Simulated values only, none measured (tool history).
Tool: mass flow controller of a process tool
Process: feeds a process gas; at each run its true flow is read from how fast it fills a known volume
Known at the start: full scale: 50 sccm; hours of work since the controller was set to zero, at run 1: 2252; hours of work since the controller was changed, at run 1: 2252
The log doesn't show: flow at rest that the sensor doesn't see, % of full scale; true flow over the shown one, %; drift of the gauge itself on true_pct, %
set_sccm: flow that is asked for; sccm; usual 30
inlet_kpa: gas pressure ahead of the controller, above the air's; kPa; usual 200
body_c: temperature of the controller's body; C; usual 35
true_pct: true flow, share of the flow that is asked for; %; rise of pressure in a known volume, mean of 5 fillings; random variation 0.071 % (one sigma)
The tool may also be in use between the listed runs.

run      day  set_sccm  inlet_kpa  body_c  hours of work since the controller was set to zero  hours of work since the controller was changed  true_pct
  1        0        30        200      35                                                2252                                            2252    100.72
  2    8.062        30        200      35                                                2351                                            2351    100.69
  3   19.396        30        200      35                                                2490                                            2490    100.83
  4   29.083        12        200      35                                                2609                                            2609    101.31
  5   41.696        12        200      35                                                2763                                            2763     101.5
  6   58.629        12        200      35                                                2971                                            2971    101.58
  7   74.883        30        200      26                                                3170                                            3170     100.8
  8   84.492        30        200      26                                                3288                                            3288    100.95
  9   97.158        30        200      35                                                3443                                            3443    101.29
 10  107.633        30        200      35                                                3572                                            3572    101.38
 11   124.75        30        200      35                                                3782                                            3782    101.46
 12  143.829        30        200      35                                                4016                                            4016    101.59
 13  156.675        30        200      35                                                4173                                            4173    101.77
     157.475  -- controller's zero set anew
 14  176.058        30        200      35                                                 228                                            4411    102.37
 15  193.546        30        200      35                                                 442                                            4625    102.31
     195.142  -- controller's zero set anew, once more
 16  210.554        30        200      35                                                 189                                            4833    100.89
 17  227.879        30        200      35                                                 401                                            5046    100.95
 18  241.033        30        155      35                                                 563                                            5207    101.08
 19    253.6        38        200      35                                                 717                                            5361    101.26
 20  269.492        38        200      35                                                 912                                            5556    101.41
 21  279.592        38        200      35                                                1036                                            5680    101.52
 22  294.433        30        200      35                                                1218                                            5862    101.42
 23  302.371        41        147      35                                                1315                                            5959    101.59
 24  315.746        15        165      35                                                1479                                            6123    101.29
 25  334.992        19        181      39                                                1715                                            6359    101.65
 26  343.954        19        181      39                                                1825                                            6469    101.75
 27  358.738         8        216      30                                                2006                                            6651    102.14
 28  376.738         9        201      29                                                2227                                            6871    102.21
 29  394.275         9        175      29                                                2442                                            7086    102.43
 30  407.088        30        157      35                                                2599                                            7243    101.75
 31  419.058         6        157      36                                                2746                                            7390    103.92
 32  435.292         6        157      36                                                2945                                            7589    104.18
 33  453.258         6        163      25                                                3165                                            7810    104.03
 34  463.954         6        202      36                                                3296                                            7941    104.68
 35  477.662        31        269      35                                                3464                                            8109    102.38
 36  490.433        20        140      33                                                3621                                            8266    102.42
 37  508.642        20        140      33                                                3844                                            8489    102.54
 38  516.858        30        233      38                                                3945                                            8590    102.64
 39  527.775        30        233      38                                                4079                                            8723    102.74
 40  539.054        30        156      35                                                4217                                            8862    102.47
 41  547.625        32        243      28                                                4322                                            8967    102.43
 42  565.029         6        209      37                                                4536                                            9180    106.44
 43  578.062         6        209      37                                                4696                                            9340    106.86

The same runs without the tool's hidden state, with the same run-to-run variation:
run  true_pct
  1     99.72
  2     99.64
  3     99.72
  4      99.3
  5     99.37
  6     99.29
  7      99.4
  8     99.49
  9     99.78
 10     99.81
 11     99.81
 12     99.82
 13     99.94
 14     99.96
 15     99.81
 16      99.8
 17     99.77
 18     99.83
 19     99.98
 20    100.06
 21    100.12
 22     99.89
 23    100.11
 24     99.28
 25     99.68
 26     99.72
 27     98.96
 28     99.02
 29     99.05
 30     99.66
 31     99.15
 32     99.13
 33     98.68
 34     99.15
 35     99.93
 36     99.45
 37     99.45
 38     99.96
 39    100.01
 40     99.67
 41     99.65
 42     99.21
 43     99.41

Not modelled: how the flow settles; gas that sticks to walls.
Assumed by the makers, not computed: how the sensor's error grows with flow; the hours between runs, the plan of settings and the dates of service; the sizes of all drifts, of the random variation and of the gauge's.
